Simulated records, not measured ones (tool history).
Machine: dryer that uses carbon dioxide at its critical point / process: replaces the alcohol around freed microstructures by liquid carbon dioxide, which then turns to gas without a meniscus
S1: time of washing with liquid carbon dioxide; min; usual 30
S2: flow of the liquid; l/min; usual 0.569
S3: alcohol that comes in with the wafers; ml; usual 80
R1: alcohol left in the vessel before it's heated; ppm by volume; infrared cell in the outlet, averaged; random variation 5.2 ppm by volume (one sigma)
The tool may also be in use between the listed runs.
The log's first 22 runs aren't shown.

run,day,S1,S2,S3,R1
23,11.133,30,0.649,80,124
# day 11.292: inlet filter changed
24,11.638,30,0.649,80,70
25,12.288,30,0.649,80,82
26,12.896,35,0.569,52,59
27,13.271,34,0.458,52,145
28,13.833,34,0.458,52,129
29,14.142,38,0.569,82,61
30,14.738,38,0.569,82,67
31,15.254,24,0.959,31,41
32,15.638,24,0.959,31,51
33,16.021,46,0.57,57,52
34,16.546,46,0.57,57,45
35,17.021,29,0.569,81,183
36,17.367,22,0.569,81,613

What does the tool deliver on the next run?
37,17.738,30,0.822,80,?

Logged for run 37: R1 60 ppm by volume.
Minus the tool's unlogged condition, the same run would have read R1 17 ppm by volume.

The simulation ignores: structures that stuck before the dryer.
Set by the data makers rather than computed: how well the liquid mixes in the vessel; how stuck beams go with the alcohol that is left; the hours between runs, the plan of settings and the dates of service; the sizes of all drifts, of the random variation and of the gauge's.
